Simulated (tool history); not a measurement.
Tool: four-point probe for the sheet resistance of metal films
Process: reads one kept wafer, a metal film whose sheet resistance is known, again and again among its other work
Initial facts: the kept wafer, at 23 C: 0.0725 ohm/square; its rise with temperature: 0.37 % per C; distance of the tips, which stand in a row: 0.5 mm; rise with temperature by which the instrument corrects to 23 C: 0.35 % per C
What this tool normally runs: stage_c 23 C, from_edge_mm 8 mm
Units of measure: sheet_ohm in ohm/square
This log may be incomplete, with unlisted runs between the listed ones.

run 1 hour=0.0 | stage_c=23 from_edge_mm=8 | sheet_ohm=0.072232
run 2 hour=121.3 | stage_c=23 from_edge_mm=8 | sheet_ohm=0.072211
-- hour=140.2 stage's thermometer calibrated
run 3 hour=245.1 | stage_c=23 from_edge_mm=8 | sheet_ohm=0.072298
run 4 hour=367.2 | stage_c=23 from_edge_mm=8 | sheet_ohm=0.072295
run 5 hour=506.3 | stage_c=23 from_edge_mm=8 | sheet_ohm=0.072239
run 6 hour=642.2 | stage_c=23 from_edge_mm=8 | sheet_ohm=0.072220
run 7 hour=729.4 | stage_c=23 from_edge_mm=8 | sheet_ohm=0.072177
run 8 hour=866.6 | stage_c=23 from_edge_mm=8 | sheet_ohm=0.072170
-- hour=919.6 stage's thermometer calibrated, once more
run 9 hour=938.1 | stage_c=23 from_edge_mm=8 | sheet_ohm=0.071846
run 10 hour=1027.8 | stage_c=23 from_edge_mm=8 | sheet_ohm=0.071832
run 11 hour=1095.9 | stage_c=23 from_edge_mm=8 | sheet_ohm=0.071806
-- hour=1195.7 new probe head fitted
run 12 hour=1238.7 | stage_c=23 from_edge_mm=8 | sheet_ohm=0.073025
run 13 hour=1358.0 | stage_c=23 from_edge_mm=8 | sheet_ohm=0.072959
run 14 hour=1420.5 | stage_c=23 from_edge_mm=8 | sheet_ohm=0.072942
run 15 hour=1535.5 | stage_c=35 from_edge_mm=8 | sheet_ohm=0.073132
run 16 hour=1632.8 | stage_c=35 from_edge_mm=8 | sheet_ohm=0.073110
run 17 hour=1761.4 | stage_c=34 from_edge_mm=6 | sheet_ohm=0.073193
run 18 hour=1821.0 | stage_c=20 from_edge_mm=4 | sheet_ohm=0.073300
run 19 hour=1918.7 | stage_c=20 from_edge_mm=40 | sheet_ohm=0.072666

Expected results for the next run?
run 20 hour=2007.1 | stage_c=23 from_edge_mm=5 | sheet_ohm=?

sheet_ohm: 0.073107 ohm/square
Had the tool carried no hidden state, the very same run would have given sheet_ohm 0.072908 ohm/square.
